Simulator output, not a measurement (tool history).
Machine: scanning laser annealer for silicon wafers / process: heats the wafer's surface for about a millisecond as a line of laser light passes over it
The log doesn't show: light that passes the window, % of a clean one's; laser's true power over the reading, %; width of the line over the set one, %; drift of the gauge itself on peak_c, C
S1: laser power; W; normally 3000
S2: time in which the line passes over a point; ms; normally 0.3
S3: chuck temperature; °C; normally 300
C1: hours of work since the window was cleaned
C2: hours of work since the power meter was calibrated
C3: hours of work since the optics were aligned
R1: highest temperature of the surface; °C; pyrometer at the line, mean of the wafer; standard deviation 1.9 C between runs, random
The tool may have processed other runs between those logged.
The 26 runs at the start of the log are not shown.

Run 27, day 9.908: usual settings but S1 2894 W, S2 0.288 ms, S3 284 °C; C1 239; C2 269; C3 6. Result: R1 1011 °C.
Run 28, day 10.342: usual settings but S1 3055 W, S2 0.362 ms, S3 302 °C; C1 245; C2 275; C3 12. Result: R1 1173 °C.
Run 29, day 10.583: usual settings but S1 3013 W, S2 0.249 ms, S3 272 °C; C1 248; C2 279; C3 15. Result: R1 982 °C.
Run 30, day 10.921: usual settings but S1 3013 W, S2 0.249 ms, S3 272 °C; C1 253; C2 283; C3 20. Result: R1 981 °C.
Run 31, day 11.271: usual settings but S1 3013 W, S2 0.249 ms, S3 272 °C; C1 257; C2 288; C3 25. Result: R1 983 °C.
Run 32, day 11.517: usual settings but S1 2892 W, S2 0.312 ms, S3 272 °C; C1 261; C2 291; C3 28. Result: R1 1025 °C.
Run 33, day 11.967: usual settings but S1 3043 W, S2 0.298 ms, S3 272 °C; C1 267; C2 297; C3 34. Result: R1 1056 °C.
Run 34, day 12.442: usual settings but S1 2970 W, S3 271 °C; C1 273; C2 304; C3 41. Result: R1 1036 °C.

Alternative continuations, all from the tool just after run 34; predict every row:
Run A, day 12.846: usual settings but S1 3211 W, S2 0.274 ms, S3 271 °C; C1 279; C2 309; C3 46. Result: R1 ?.
Run B, day 12.846: usual settings but S1 2790 W, S2 0.357 ms, S3 315 °C; C1 279; C2 309; C3 46. Result: R1 ?.
Run C, day 12.846: usual settings but S1 2970 W, S3 268 °C; C1 279; C2 309; C3 46. Result: R1 ?.

run    R1
  A  1073
  B  1089
  C  1030
With the hidden condition removed and each run's random variation left untouched, the same runs would have given:
run    R1
  A  1103
  B  1118
  C  1059
